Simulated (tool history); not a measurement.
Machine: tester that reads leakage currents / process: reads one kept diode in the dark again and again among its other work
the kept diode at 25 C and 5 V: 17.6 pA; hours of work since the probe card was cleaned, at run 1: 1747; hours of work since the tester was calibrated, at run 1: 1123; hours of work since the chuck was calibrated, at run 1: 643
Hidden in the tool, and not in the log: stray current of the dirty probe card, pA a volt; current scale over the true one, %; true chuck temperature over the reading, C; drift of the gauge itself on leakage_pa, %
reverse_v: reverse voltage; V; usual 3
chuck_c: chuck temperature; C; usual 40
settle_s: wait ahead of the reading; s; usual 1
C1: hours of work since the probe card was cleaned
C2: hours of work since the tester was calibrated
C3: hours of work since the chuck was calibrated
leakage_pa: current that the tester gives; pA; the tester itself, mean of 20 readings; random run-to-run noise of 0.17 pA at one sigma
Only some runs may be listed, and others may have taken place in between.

run 1 hour=0 | reverse_v=3 chuck_c=40 settle_s=1 | C1=1747 C2=1123 C3=643 | leakage_pa=57.5
run 2 hour=70.4 | reverse_v=3 chuck_c=40 settle_s=1 | C1=1777 C2=1152 C3=673 | leakage_pa=57.33
run 3 hour=112.5 | reverse_v=3 chuck_c=40 settle_s=1 | C1=1794 C2=1170 C3=691 | leakage_pa=57.44
run 4 hour=174.4 | reverse_v=6.69 chuck_c=40 settle_s=1 | C1=1821 C2=1197 C3=717 | leakage_pa=80.11
run 5 hour=229.9 | reverse_v=3 chuck_c=40 settle_s=1 | C1=1844 C2=1220 C3=741 | leakage_pa=57.27
run 6 hour=295.2 | reverse_v=3 chuck_c=40 settle_s=1 | C1=1872 C2=1248 C3=768 | leakage_pa=57.72
run 7 hour=327.8 | reverse_v=2.76 chuck_c=40 settle_s=1 | C1=1886 C2=1262 C3=782 | leakage_pa=55.41
run 8 hour=370.6 | reverse_v=3 chuck_c=40 settle_s=0.81 | C1=1904 C2=1280 C3=800 | leakage_pa=57.55
run 9 hour=448.1 | reverse_v=3 chuck_c=40 settle_s=0.81 | C1=1937 C2=1313 C3=833 | leakage_pa=57.53
run 10 hour=520.7 | reverse_v=7.43 chuck_c=40 settle_s=1 | C1=1968 C2=1343 C3=864 | leakage_pa=83.69
run 11 hour=578.9 | reverse_v=2.49 chuck_c=40 settle_s=1 | C1=1992 C2=1368 C3=889 | leakage_pa=53.22
run 12 hour=612.1 | reverse_v=2.49 chuck_c=40 settle_s=1 | C1=2006 C2=1382 C3=903 | leakage_pa=53.42
run 13 hour=681.2 | reverse_v=9.49 chuck_c=40 settle_s=1 | C1=2036 C2=1412 C3=932 | leakage_pa=93.55
run 14 hour=717.3 | reverse_v=9.49 chuck_c=40 settle_s=1 | C1=2051 C2=1427 C3=948 | leakage_pa=94.07
run 15 hour=756.2 | reverse_v=3 chuck_c=59 settle_s=1 | C1=2068 C2=1443 C3=964 | leakage_pa=244.57
run 16 hour=812.7 | reverse_v=3 chuck_c=59 settle_s=1 | C1=2092 C2=1467 C3=988 | leakage_pa=245.58
run 17 hour=869.4 | reverse_v=5.12 chuck_c=40 settle_s=1 | C1=2116 C2=1491 C3=1012 | leakage_pa=71.79
run 18 hour=913 | reverse_v=5.12 chuck_c=40 settle_s=1 | C1=2134 C2=1510 C3=1031 | leakage_pa=71.89
-- hour=921.2 probe card cleaned and baked
-- hour=961.8 chuck's temperature calibrated
run 19 hour=987.3 | reverse_v=3 chuck_c=40 settle_s=5.99 | C1=27 C2=1539 C3=11 | leakage_pa=61.61
run 20 hour=1025 | reverse_v=3 chuck_c=40 settle_s=5.99 | C1=43 C2=1555 C3=27 | leakage_pa=61.8
-- hour=1035.3 probe card cleaned and baked, once more
run 21 hour=1105.9 | reverse_v=3 chuck_c=38 settle_s=4 | C1=30 C2=1588 C3=60 | leakage_pa=47.24
run 22 hour=1137.7 | reverse_v=3 chuck_c=37 settle_s=5.24 | C1=43 C2=1602 C3=73 | leakage_pa=42.99
run 23 hour=1197.6 | reverse_v=3 chuck_c=37 settle_s=5.24 | C1=69 C2=1627 C3=99 | leakage_pa=43.06
run 24 hour=1253.6 | reverse_v=3 chuck_c=46 settle_s=3.41 | C1=93 C2=1651 C3=123 | leakage_pa=90.89
run 25 hour=1291 | reverse_v=3 chuck_c=40 settle_s=1.01 | C1=108 C2=1667 C3=138 | leakage_pa=55.82
run 26 hour=1353.8 | reverse_v=2.78 chuck_c=50 settle_s=0.41 | C1=135 C2=1694 C3=165 | leakage_pa=122.31
run 27 hour=1422.9 | reverse_v=2.65 chuck_c=40 settle_s=0.53 | C1=164 C2=1723 C3=194 | leakage_pa=53.85
run 28 hour=1493.9 | reverse_v=2.65 chuck_c=40 settle_s=0.53 | C1=195 C2=1753 C3=225 | leakage_pa=53.42
run 29 hour=1527.7 | reverse_v=12.5 chuck_c=45 settle_s=1 | C1=209 C2=1767 C3=239 | leakage_pa=141.23
run 30 hour=1601.2 | reverse_v=12.5 chuck_c=45 settle_s=1 | C1=240 C2=1799 C3=270 | leakage_pa=141.34
run 31 hour=1640.8 | reverse_v=3 chuck_c=46 settle_s=9.04 | C1=257 C2=1815 C3=287 | leakage_pa=91.16
run 32 hour=1697.8 | reverse_v=3 chuck_c=35 settle_s=2.63 | C1=281 C2=1839 C3=311 | leakage_pa=36.62
run 33 hour=1730.6 | reverse_v=7.37 chuck_c=39 settle_s=1.49 | C1=295 C2=1853 C3=325 | leakage_pa=71.39
run 34 hour=1784.4 | reverse_v=7.37 chuck_c=39 settle_s=1.49 | C1=318 C2=1876 C3=348 | leakage_pa=71.94
run 35 hour=1829.3 | reverse_v=1.29 chuck_c=30 settle_s=1.86 | C1=337 C2=1895 C3=367 | leakage_pa=17.25
run 36 hour=1866.3 | reverse_v=1.77 chuck_c=51 settle_s=1 | C1=353 C2=1911 C3=382 | leakage_pa=111.63
run 37 hour=1944 | reverse_v=8.85 chuck_c=45 settle_s=0.59 | C1=386 C2=1944 C3=415 | leakage_pa=124.97
run 38 hour=1988.9 | reverse_v=8.85 chuck_c=24 settle_s=0.47 | C1=405 C2=1963 C3=434 | leakage_pa=24.12
run 39 hour=2055.4 | reverse_v=8.85 chuck_c=24 settle_s=0.47 | C1=433 C2=1991 C3=463 | leakage_pa=24.3

Measured minus without-hidden-state, run by run (identical run-to-run variation in each term; gauge scatter may differ):
run=1 leakage_pa=+1.9
run=2 leakage_pa=+1.88
run=3 leakage_pa=+1.89
run=4 leakage_pa=+5.56
run=5 leakage_pa=+1.87
run=6 leakage_pa=+1.89
run=7 leakage_pa=+1.64
run=8 leakage_pa=+1.89
run=9 leakage_pa=+1.89
run=10 leakage_pa=+6.62
run=11 leakage_pa=+1.37
run=12 leakage_pa=+1.37
run=13 leakage_pa=+9.16
run=14 leakage_pa=+9.24
run=15 leakage_pa=-3.95
run=16 leakage_pa=-4.13
run=17 leakage_pa=+4.25
run=18 leakage_pa=+4.26
run=19 leakage_pa=+6.34
run=20 leakage_pa=+6.36
run=21 leakage_pa=+0.24
run=22 leakage_pa=+0.22
run=23 leakage_pa=+0.23
run=24 leakage_pa=+0.34
run=25 leakage_pa=+0.26
run=26 leakage_pa=+0.29
run=27 leakage_pa=+0.22
run=28 leakage_pa=+0.21
run=29 leakage_pa=+1.37
run=30 leakage_pa=+1.46
run=31 leakage_pa=+0.11
run=32 leakage_pa=+0.32
run=33 leakage_pa=+0.98
run=34 leakage_pa=+1.06
run=35 leakage_pa=+0.13
run=36 leakage_pa=-0.39
run=37 leakage_pa=+1.14
run=38 leakage_pa=+2.13
run=39 leakage_pa=+2.26

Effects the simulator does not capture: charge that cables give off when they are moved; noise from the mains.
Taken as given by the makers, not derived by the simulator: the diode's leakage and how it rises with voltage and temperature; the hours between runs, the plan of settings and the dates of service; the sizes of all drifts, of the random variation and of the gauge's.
